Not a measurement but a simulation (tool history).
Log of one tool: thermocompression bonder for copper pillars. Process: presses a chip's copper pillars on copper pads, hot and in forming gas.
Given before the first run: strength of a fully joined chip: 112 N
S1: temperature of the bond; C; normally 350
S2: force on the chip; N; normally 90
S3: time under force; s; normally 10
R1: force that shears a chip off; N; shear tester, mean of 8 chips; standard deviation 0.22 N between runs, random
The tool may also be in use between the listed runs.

run	hour	S1	S2	S3	R1
1	0.0	350	90	10	60.7
2	12.9	350	90	10	60.7
3	30.0	350	90	10	60.3
4	56.2	350	90	10	60.9
# hour 62.5: forming gas filter changed
5	69.5	350	90	10	61.0
6	88.6	350	90	20	74.9
7	109.4	350	90	20	75.3
8	123.2	350	90	20	75.5
9	147.1	350	86	10	58.6
10	170.6	350	90	7	54.3
11	197.5	350	90	7	54.1
12	216.8	350	90	10	61.6
13	230.0	350	90	14	68.1
14	243.7	350	90	14	68.0
# hour 251.6: forming gas filter changed
15	270.9	350	90	14	68.5
16	286.4	350	90	14	68.1
17	310.0	350	90	14	68.6
18	329.8	350	128	10	80.8
19	350.8	356	90	10	64.5
20	366.7	328	90	6	44.0
21	381.1	360	79	21	73.6
22	406.3	360	79	21	74.1
23	426.1	360	79	21	74.5
# hour 441.6: forming gas filter changed
24	441.6	359	82	24	79.1
25	456.4	346	90	7	53.7
26	476.0	356	99	7	62.4
# hour 487.1: gauge calibrated
27	499.2	356	99	7	61.4
28	525.1	347	99	7	57.8
29	541.1	371	99	7	66.3
30	560.1	330	90	19	66.1
31	574.6	340	65	19	52.9
32	597.7	376	88	10	69.1
33	623.5	345	62	7	35.8
# hour 630.6: forming gas filter changed
34	642.3	336	79	7	43.0
35	662.3	332	78	22	62.4
36	682.1	344	90	9	57.0
37	706.1	344	66	6	35.6

Below are 5 alternative next runs, each starting from the tool's condition after run 37. Predict each:
A	724.7	344	101	6	?
B	724.7	344	85	6	?
C	724.7	336	114	13	?
D	724.7	350	66	28	?
E	724.7	359	90	10	?

run	R1
A	54.7
B	46.5
C	74.6
D	65.8
E	64.9
With the hidden condition removed and each run's random variation left untouched, the same runs would have given:
run	R1
A	54.0
B	45.9
C	73.7
D	65.0
E	64.1

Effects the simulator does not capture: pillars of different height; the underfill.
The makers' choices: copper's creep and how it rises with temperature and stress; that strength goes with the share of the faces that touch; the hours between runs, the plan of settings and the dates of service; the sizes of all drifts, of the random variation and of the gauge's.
